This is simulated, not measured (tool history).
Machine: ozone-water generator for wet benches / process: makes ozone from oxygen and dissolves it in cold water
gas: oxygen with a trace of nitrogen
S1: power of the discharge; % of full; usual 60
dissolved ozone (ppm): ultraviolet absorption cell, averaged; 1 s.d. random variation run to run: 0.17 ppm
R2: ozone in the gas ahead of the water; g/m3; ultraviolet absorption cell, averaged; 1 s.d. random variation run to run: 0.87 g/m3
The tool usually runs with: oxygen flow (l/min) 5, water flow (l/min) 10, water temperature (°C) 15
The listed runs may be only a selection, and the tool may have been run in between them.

{"run": 1, "hour": 0.0, "S1": 60, "oxygen flow (l/min)": 5, "water flow (l/min)": 10, "water temperature (°C)": 15, "dissolved ozone (ppm)": 19.3, "R2": 134.7}
{"run": 2, "hour": 59.4, "S1": 60, "oxygen flow (l/min)": 5, "water flow (l/min)": 10, "water temperature (°C)": 15, "dissolved ozone (ppm)": 19.2, "R2": 135.7}
{"run": 3, "hour": 174.6, "S1": 60, "oxygen flow (l/min)": 5, "water flow (l/min)": 10, "water temperature (°C)": 15, "dissolved ozone (ppm)": 19.4, "R2": 132.6}
{"run": 4, "hour": 268.2, "S1": 60, "oxygen flow (l/min)": 5, "water flow (l/min)": 10, "water temperature (°C)": 15, "dissolved ozone (ppm)": 18.9, "R2": 133.3}
{"run": 5, "hour": 368.1, "S1": 60, "oxygen flow (l/min)": 5, "water flow (l/min)": 10, "water temperature (°C)": 15, "dissolved ozone (ppm)": 18.9, "R2": 133.5}
{"run": 6, "hour": 419.4, "S1": 60, "oxygen flow (l/min)": 5, "water flow (l/min)": 10, "water temperature (°C)": 15, "dissolved ozone (ppm)": 19.3, "R2": 133.8}
{"run": 7, "hour": 530.0, "S1": 60, "oxygen flow (l/min)": 5, "water flow (l/min)": 10, "water temperature (°C)": 8, "dissolved ozone (ppm)": 21.3, "R2": 133.3}
{"run": 8, "hour": 584.1, "S1": 60, "oxygen flow (l/min)": 5, "water flow (l/min)": 10, "water temperature (°C)": 8, "dissolved ozone (ppm)": 21.6, "R2": 131.4}
{"run": 9, "hour": 659.1, "S1": 60, "oxygen flow (l/min)": 5, "water flow (l/min)": 10, "water temperature (°C)": 8, "dissolved ozone (ppm)": 21.3, "R2": 131.7}
{"run": 10, "hour": 738.2, "S1": 60, "oxygen flow (l/min)": 5, "water flow (l/min)": 10, "water temperature (°C)": 8, "dissolved ozone (ppm)": 21.4, "R2": 132.8}
{"run": 11, "hour": 828.0, "S1": 60, "oxygen flow (l/min)": 5, "water flow (l/min)": 10, "water temperature (°C)": 8, "dissolved ozone (ppm)": 21.3, "R2": 132.1}
{"run": 12, "hour": 896.1, "S1": 60, "oxygen flow (l/min)": 5, "water flow (l/min)": 10, "water temperature (°C)": 8, "dissolved ozone (ppm)": 21.3, "R2": 131.5}
{"run": 13, "hour": 964.8, "S1": 60, "oxygen flow (l/min)": 5, "water flow (l/min)": 10, "water temperature (°C)": 8, "dissolved ozone (ppm)": 21.3, "R2": 132.5}
{"run": 14, "hour": 1019.8, "S1": 60, "oxygen flow (l/min)": 6.15, "water flow (l/min)": 10, "water temperature (°C)": 8, "dissolved ozone (ppm)": 21.6, "R2": 122.6}
{"run": 15, "hour": 1074.6, "S1": 50, "oxygen flow (l/min)": 5, "water flow (l/min)": 10, "water temperature (°C)": 15, "dissolved ozone (ppm)": 16.9, "R2": 118.9}
{"run": 16, "hour": 1159.7, "S1": 50, "oxygen flow (l/min)": 5, "water flow (l/min)": 10, "water temperature (°C)": 18, "dissolved ozone (ppm)": 15.9, "R2": 118.3}
{"run": 17, "hour": 1220.8, "S1": 50, "oxygen flow (l/min)": 5, "water flow (l/min)": 10, "water temperature (°C)": 18, "dissolved ozone (ppm)": 15.7, "R2": 117.4}
{"hour": 1294.9, "done": "water thermometer calibrated"}
{"run": 18, "hour": 1308.9, "S1": 50, "oxygen flow (l/min)": 4.03, "water flow (l/min)": 7, "water temperature (°C)": 18, "dissolved ozone (ppm)": 20.2, "R2": 126.2}
{"run": 19, "hour": 1421.0, "S1": 50, "oxygen flow (l/min)": 4.03, "water flow (l/min)": 7, "water temperature (°C)": 18, "dissolved ozone (ppm)": 20.1, "R2": 125.2}
{"run": 20, "hour": 1489.1, "S1": 50, "oxygen flow (l/min)": 4.03, "water flow (l/min)": 7, "water temperature (°C)": 18, "dissolved ozone (ppm)": 20.2, "R2": 125}
{"run": 21, "hour": 1548.3, "S1": 50, "oxygen flow (l/min)": 4.03, "water flow (l/min)": 7, "water temperature (°C)": 18, "dissolved ozone (ppm)": 19.9, "R2": 127.1}
{"run": 22, "hour": 1597.0, "S1": 50, "oxygen flow (l/min)": 4.03, "water flow (l/min)": 7, "water temperature (°C)": 18, "dissolved ozone (ppm)": 19.8, "R2": 126.5}
{"run": 23, "hour": 1710.1, "S1": 41, "oxygen flow (l/min)": 5.37, "water flow (l/min)": 8, "water temperature (°C)": 7, "dissolved ozone (ppm)": 20.4, "R2": 102.4}
{"run": 24, "hour": 1795.1, "S1": 41, "oxygen flow (l/min)": 5.37, "water flow (l/min)": 8, "water temperature (°C)": 7, "dissolved ozone (ppm)": 20.3, "R2": 102.7}
{"run": 25, "hour": 1852.1, "S1": 60, "oxygen flow (l/min)": 3.58, "water flow (l/min)": 10, "water temperature (°C)": 15, "dissolved ozone (ppm)": 17.5, "R2": 143.1}
{"run": 26, "hour": 1923.5, "S1": 60, "oxygen flow (l/min)": 4.04, "water flow (l/min)": 8, "water temperature (°C)": 15, "dissolved ozone (ppm)": 21.3, "R2": 137.5}
{"run": 27, "hour": 2013.6, "S1": 60, "oxygen flow (l/min)": 5, "water flow (l/min)": 10, "water temperature (°C)": 15, "dissolved ozone (ppm)": 18.2, "R2": 130.1}
{"run": 28, "hour": 2115.9, "S1": 60, "oxygen flow (l/min)": 5, "water flow (l/min)": 10, "water temperature (°C)": 16, "dissolved ozone (ppm)": 17.7, "R2": 128.6}
{"run": 29, "hour": 2183.4, "S1": 60, "oxygen flow (l/min)": 4.28, "water flow (l/min)": 10, "water temperature (°C)": 15, "dissolved ozone (ppm)": 17.9, "R2": 135.1}
{"run": 30, "hour": 2299.4, "S1": 60, "oxygen flow (l/min)": 3.97, "water flow (l/min)": 13, "water temperature (°C)": 15, "dissolved ozone (ppm)": 13.9, "R2": 138.7}
{"run": 31, "hour": 2400.9, "S1": 51, "oxygen flow (l/min)": 3.82, "water flow (l/min)": 12, "water temperature (°C)": 18, "dissolved ozone (ppm)": 12.8, "R2": 127.4}
{"run": 32, "hour": 2452.9, "S1": 51, "oxygen flow (l/min)": 4.39, "water flow (l/min)": 9, "water temperature (°C)": 18, "dissolved ozone (ppm)": 16.6, "R2": 121.6}
{"run": 33, "hour": 2513.4, "S1": 49, "oxygen flow (l/min)": 4.6, "water flow (l/min)": 10, "water temperature (°C)": 18, "dissolved ozone (ppm)": 15.1, "R2": 116.7}

Each row is a separate what-if for the run after 33, all from the same tool condition, not one after another. Results?
{"run": "A", "hour": 2569.4, "S1": 43, "oxygen flow (l/min)": 5, "water flow (l/min)": 11, "water temperature (°C)": 15, "dissolved ozone (ppm)": "?", "R2": "?"}
{"run": "B", "hour": 2569.4, "S1": 49, "oxygen flow (l/min)": 7.1, "water flow (l/min)": 12, "water temperature (°C)": 18, "dissolved ozone (ppm)": "?", "R2": "?"}
{"run": "C", "hour": 2569.4, "S1": 51, "oxygen flow (l/min)": 8.17, "water flow (l/min)": 10, "water temperature (°C)": 12, "dissolved ozone (ppm)": "?", "R2": "?"}

run=A dissolved_ozone_(ppm)=13.7 R2=105.7
run=B dissolved_ozone_(ppm)=13.2 R2=100.1
run=C dissolved_ozone_(ppm)=17.5 R2=99
With no hidden state in the tool, these same runs would have given:
run=A dissolved_ozone_(ppm)=16.7 R2=115.9
run=B dissolved_ozone_(ppm)=16.4 R2=111.1
run=C dissolved_ozone_(ppm)=21.5 R2=110.1
